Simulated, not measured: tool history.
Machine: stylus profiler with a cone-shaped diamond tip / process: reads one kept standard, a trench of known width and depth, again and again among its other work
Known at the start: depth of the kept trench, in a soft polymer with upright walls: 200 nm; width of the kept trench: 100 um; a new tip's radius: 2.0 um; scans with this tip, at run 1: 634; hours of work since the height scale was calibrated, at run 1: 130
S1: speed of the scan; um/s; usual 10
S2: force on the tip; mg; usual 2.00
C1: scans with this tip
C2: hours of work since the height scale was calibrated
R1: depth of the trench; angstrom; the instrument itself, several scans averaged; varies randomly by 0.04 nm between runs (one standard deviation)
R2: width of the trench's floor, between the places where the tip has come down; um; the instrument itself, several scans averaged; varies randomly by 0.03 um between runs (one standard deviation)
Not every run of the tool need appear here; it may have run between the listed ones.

{"run": 1, "hour": 0.0, "S1": 10, "S2": 2.0, "C1": 634, "C2": 130, "R1": 2024.0, "R2": 98.22}
{"run": 2, "hour": 13.2, "S1": 10, "S2": 2.0, "C1": 668, "C2": 137, "R1": 2024.5, "R2": 98.21}
{"run": 3, "hour": 24.5, "S1": 10, "S2": 1.29, "C1": 697, "C2": 144, "R1": 2018.7, "R2": 98.21}
{"run": 4, "hour": 35.4, "S1": 10, "S2": 1.29, "C1": 725, "C2": 149, "R1": 2018.2, "R2": 98.15}
{"run": 5, "hour": 46.4, "S1": 10, "S2": 1.29, "C1": 754, "C2": 155, "R1": 2018.1, "R2": 98.18}
{"run": 6, "hour": 58.6, "S1": 10, "S2": 3.7, "C1": 786, "C2": 162, "R1": 2036.6, "R2": 98.23}
{"run": 7, "hour": 68.8, "S1": 10, "S2": 3.7, "C1": 812, "C2": 167, "R1": 2035.8, "R2": 98.21}
{"run": 8, "hour": 79.2, "S1": 10, "S2": 1.06, "C1": 839, "C2": 173, "R1": 2016.1, "R2": 98.15}
{"run": 9, "hour": 86.5, "S1": 10, "S2": 1.06, "C1": 858, "C2": 177, "R1": 2015.8, "R2": 98.17}
{"run": 10, "hour": 97.6, "S1": 10, "S2": 2.0, "C1": 887, "C2": 182, "R1": 2023.4, "R2": 98.19}
{"run": 11, "hour": 107.8, "S1": 10, "S2": 2.0, "C1": 913, "C2": 188, "R1": 2024.8, "R2": 98.21}

Run 12, settings as shown, results not yet in. Your forecast:
{"run": 12, "hour": 122.5, "S1": 10, "S2": 2.0, "C1": 951, "C2": 196, "R1": "?", "R2": "?"}

R1: 2024.3 angstrom
R2: 98.24 um
With the hidden condition absent and the run-to-run variation left alone, this run would have shown R1 2024.3 angstrom, R2 98.24 um.
